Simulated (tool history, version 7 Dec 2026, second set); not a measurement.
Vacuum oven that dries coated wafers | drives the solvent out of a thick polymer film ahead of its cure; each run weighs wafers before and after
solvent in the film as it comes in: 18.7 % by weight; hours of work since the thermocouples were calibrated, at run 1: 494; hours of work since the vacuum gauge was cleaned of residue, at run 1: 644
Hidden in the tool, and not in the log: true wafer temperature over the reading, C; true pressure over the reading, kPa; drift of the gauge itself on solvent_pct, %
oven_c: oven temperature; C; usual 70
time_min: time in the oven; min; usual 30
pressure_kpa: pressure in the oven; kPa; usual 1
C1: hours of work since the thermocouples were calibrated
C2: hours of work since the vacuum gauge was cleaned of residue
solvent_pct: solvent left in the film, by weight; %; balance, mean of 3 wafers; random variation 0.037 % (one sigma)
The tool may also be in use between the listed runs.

{"run": 1, "hour": 0.0, "oven_c": 70, "time_min": 30, "pressure_kpa": 1, "C1": 494, "C2": 644, "solvent_pct": 1.87}
{"run": 2, "hour": 14.3, "oven_c": 70, "time_min": 30, "pressure_kpa": 1, "C1": 502, "C2": 651, "solvent_pct": 1.93}
{"run": 3, "hour": 34.9, "oven_c": 70, "time_min": 30, "pressure_kpa": 1, "C1": 513, "C2": 662, "solvent_pct": 1.92}
{"run": 4, "hour": 62.8, "oven_c": 70, "time_min": 30, "pressure_kpa": 1, "C1": 528, "C2": 677, "solvent_pct": 1.82}
{"run": 5, "hour": 76.7, "oven_c": 80, "time_min": 30, "pressure_kpa": 1, "C1": 536, "C2": 685, "solvent_pct": 0.37}
{"run": 6, "hour": 90.5, "oven_c": 80, "time_min": 30, "pressure_kpa": 1, "C1": 543, "C2": 692, "solvent_pct": 0.35}
{"run": 7, "hour": 109.3, "oven_c": 70, "time_min": 30, "pressure_kpa": 1, "C1": 553, "C2": 702, "solvent_pct": 1.92}
{"run": 8, "hour": 133.6, "oven_c": 70, "time_min": 30, "pressure_kpa": 1, "C1": 566, "C2": 715, "solvent_pct": 1.8}
{"run": 9, "hour": 156.8, "oven_c": 70, "time_min": 30, "pressure_kpa": 1, "C1": 579, "C2": 728, "solvent_pct": 1.89}
{"run": 10, "hour": 181.4, "oven_c": 70, "time_min": 30, "pressure_kpa": 0.65, "C1": 592, "C2": 741, "solvent_pct": 1.73}
{"run": 11, "hour": 209.3, "oven_c": 70, "time_min": 30, "pressure_kpa": 0.65, "C1": 607, "C2": 756, "solvent_pct": 1.77}
{"run": 12, "hour": 233.8, "oven_c": 70, "time_min": 30, "pressure_kpa": 0.65, "C1": 620, "C2": 769, "solvent_pct": 1.7}
{"run": 13, "hour": 261.9, "oven_c": 70, "time_min": 30, "pressure_kpa": 2.28, "C1": 635, "C2": 784, "solvent_pct": 2.29}
{"run": 14, "hour": 286.1, "oven_c": 70, "time_min": 30, "pressure_kpa": 2.28, "C1": 648, "C2": 797, "solvent_pct": 2.24}
{"run": 15, "hour": 305.1, "oven_c": 70, "time_min": 30, "pressure_kpa": 2.28, "C1": 658, "C2": 808, "solvent_pct": 2.28}
{"run": 16, "hour": 321.5, "oven_c": 84, "time_min": 30, "pressure_kpa": 1, "C1": 667, "C2": 816, "solvent_pct": 0.26}
{"run": 17, "hour": 347.2, "oven_c": 84, "time_min": 30, "pressure_kpa": 0.52, "C1": 681, "C2": 830, "solvent_pct": 0.18}
{"run": 18, "hour": 366.6, "oven_c": 84, "time_min": 30, "pressure_kpa": 0.52, "C1": 691, "C2": 841, "solvent_pct": 0.1}
{"run": 19, "hour": 393.2, "oven_c": 70, "time_min": 30, "pressure_kpa": 3.72, "C1": 706, "C2": 855, "solvent_pct": 2.7}
{"run": 20, "hour": 412.9, "oven_c": 81, "time_min": 30, "pressure_kpa": 1.22, "C1": 716, "C2": 866, "solvent_pct": 0.42}
{"run": 21, "hour": 429.4, "oven_c": 70, "time_min": 42, "pressure_kpa": 0.66, "C1": 725, "C2": 874, "solvent_pct": 0.94}
{"run": 22, "hour": 443.8, "oven_c": 84, "time_min": 23, "pressure_kpa": 2.66, "C1": 733, "C2": 882, "solvent_pct": 0.59}
{"run": 23, "hour": 469.8, "oven_c": 75, "time_min": 37, "pressure_kpa": 3.23, "C1": 747, "C2": 896, "solvent_pct": 1.21}
{"run": 24, "hour": 492.8, "oven_c": 75, "time_min": 37, "pressure_kpa": 3.23, "C1": 759, "C2": 908, "solvent_pct": 1.15}
{"run": 25, "hour": 507.6, "oven_c": 56, "time_min": 21, "pressure_kpa": 0.82, "C1": 767, "C2": 916, "solvent_pct": 9.64}
{"run": 26, "hour": 528.0, "oven_c": 66, "time_min": 38, "pressure_kpa": 2.65, "C1": 778, "C2": 927, "solvent_pct": 2.76}
{"run": 27, "hour": 547.0, "oven_c": 58, "time_min": 44, "pressure_kpa": 1, "C1": 788, "C2": 938, "solvent_pct": 4.96}
{"run": 28, "hour": 575.1, "oven_c": 61, "time_min": 26, "pressure_kpa": 2.56, "C1": 803, "C2": 953, "solvent_pct": 6.87}
{"run": 29, "hour": 604.6, "oven_c": 61, "time_min": 26, "pressure_kpa": 2.56, "C1": 819, "C2": 969, "solvent_pct": 6.74}
{"run": 30, "hour": 623.1, "oven_c": 80, "time_min": 26, "pressure_kpa": 2.12, "C1": 829, "C2": 978, "solvent_pct": 0.65}
{"run": 31, "hour": 653.2, "oven_c": 57, "time_min": 30, "pressure_kpa": 1.17, "C1": 845, "C2": 995, "solvent_pct": 7.48}
{"run": 32, "hour": 668.5, "oven_c": 72, "time_min": 20, "pressure_kpa": 1.17, "C1": 854, "C2": 1003, "solvent_pct": 2.75}
{"run": 33, "hour": 697.2, "oven_c": 70, "time_min": 15, "pressure_kpa": 3.14, "C1": 869, "C2": 1018, "solvent_pct": 5.46}
{"run": 34, "hour": 712.5, "oven_c": 69, "time_min": 27, "pressure_kpa": 3.4, "C1": 877, "C2": 1026, "solvent_pct": 3.26}
{"run": 35, "hour": 739.7, "oven_c": 69, "time_min": 27, "pressure_kpa": 3.4, "C1": 892, "C2": 1041, "solvent_pct": 3.27}
{"run": 36, "hour": 757.5, "oven_c": 69, "time_min": 18, "pressure_kpa": 3.67, "C1": 901, "C2": 1051, "solvent_pct": 5.15}
{"run": 37, "hour": 773.1, "oven_c": 84, "time_min": 33, "pressure_kpa": 3.67, "C1": 910, "C2": 1059, "solvent_pct": 0.76}

The same runs without the tool's hidden state, with the same run-to-run variation:
run=1 solvent_pct=1.95
run=2 solvent_pct=2
run=3 solvent_pct=2
run=4 solvent_pct=1.9
run=5 solvent_pct=0.34
run=6 solvent_pct=0.32
run=7 solvent_pct=2.02
run=8 solvent_pct=1.89
run=9 solvent_pct=1.99
run=10 solvent_pct=1.83
run=11 solvent_pct=1.87
run=12 solvent_pct=1.81
run=13 solvent_pct=2.41
run=14 solvent_pct=2.37
run=15 solvent_pct=2.4
run=16 solvent_pct=0.21
run=17 solvent_pct=0.13
run=18 solvent_pct=0.04
run=19 solvent_pct=2.85
run=20 solvent_pct=0.38
run=21 solvent_pct=0.96
run=22 solvent_pct=0.56
run=23 solvent_pct=1.2
run=24 solvent_pct=1.15
run=25 solvent_pct=9.88
run=26 solvent_pct=2.95
run=27 solvent_pct=5.25
run=28 solvent_pct=7.2
run=29 solvent_pct=7.08
run=30 solvent_pct=0.63
run=31 solvent_pct=7.81
run=32 solvent_pct=3.02
run=33 solvent_pct=5.83
run=34 solvent_pct=3.53
run=35 solvent_pct=3.55
run=36 solvent_pct=5.54
run=37 solvent_pct=0.71

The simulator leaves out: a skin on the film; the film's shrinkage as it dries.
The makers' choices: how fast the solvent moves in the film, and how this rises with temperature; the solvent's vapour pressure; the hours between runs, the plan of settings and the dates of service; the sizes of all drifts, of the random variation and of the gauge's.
